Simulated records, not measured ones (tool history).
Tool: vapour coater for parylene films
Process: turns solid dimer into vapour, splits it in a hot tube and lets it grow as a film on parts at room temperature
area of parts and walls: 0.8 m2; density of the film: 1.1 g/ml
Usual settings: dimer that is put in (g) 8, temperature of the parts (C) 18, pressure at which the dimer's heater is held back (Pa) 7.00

run     day  dimer that is put in (g)  temperature of the parts (C)  pressure at which the dimer's heater is held back (Pa)  thickness of the film (um)
  1   0.000                         8                            18                                                    7.00                        5.35
  2   1.308                         8                            25                                                    7.00                        3.96
      2.250  -- trap's valve overhauled
  3   2.383                         8                            18                                                    7.00                        6.15
  4   3.271                         8                            18                                                    2.04                        7.85
  5   4.367                         4                            18                                                    2.04                        4.00
  6   5.262                         4                            18                                                    2.04                        3.95
  7   6.454                         8                            24                                                    7.00                        4.75
  8   7.117                         9                            18                                                    7.00                        6.92
  9   8.400                         8                            18                                                    2.06                        7.89
 10   9.562                         8                            18                                                   11.04                        5.58
 11  10.504                         8                            18                                                   11.04                        5.51
 12  11.129                         8                            18                                                    9.16                        5.69
 13  12.012                         8                            18                                                    7.00                        6.02
 14  13.100                         8                            18                                                    7.00                        5.91
     13.250  -- table's thermometer calibrated
 15  14.342                         8                            18                                                    7.00                        6.01
 16  15.162                         8                            16                                                    7.00                        6.52
 17  16.167                         4                            11                                                    9.16                        3.81
 18  17.225                        14                            28                                                   11.56                        6.21
 19  18.325                         8                            19                                                    6.73                        5.78
     19.504  -- table's thermometer calibrated, once more
 20  19.517                         8                            19                                                    6.73                        5.64
 21  20.429                         8                            19                                                    6.73                        5.61
 22  21.129                        11                            26                                                    7.00                        5.65
 23  21.958                         9                            13                                                    3.98                        9.20
 24  22.946                         9                            13                                                    3.98                        9.08
 25  23.950                         9                            13                                                    3.98                        9.13
 26  24.775                         9                            13                                                    3.98                        9.15
 27  25.508                        13                            18                                                    7.00                        9.27
 28  26.796                        13                            18                                                    7.00                        9.30
 29  28.008                         7                            12                                                    7.94                        6.22
 30  29.258                         4                            12                                                    2.50                        4.19
 31  30.075                         4                            12                                                    2.50                        4.19

Forecast each of these 4 alternatives for the next run:
  A  31.054                         8                            18                                                    8.03                           ?
  B  31.054                         7                            18                                                    7.00                           ?
  C  31.054                         4                            17                                                    5.78                           ?
  D  31.054                         6                            18                                                    7.00                           ?

run  thickness of the film (um)
  A                        5.56
  B                        5.02
  C                        3.05
  D                        4.21
Without the tool's hidden state the same runs would have given:
run  thickness of the film (um)
  A                        5.96
  B                        5.38
  C                        3.28
  D                        4.53

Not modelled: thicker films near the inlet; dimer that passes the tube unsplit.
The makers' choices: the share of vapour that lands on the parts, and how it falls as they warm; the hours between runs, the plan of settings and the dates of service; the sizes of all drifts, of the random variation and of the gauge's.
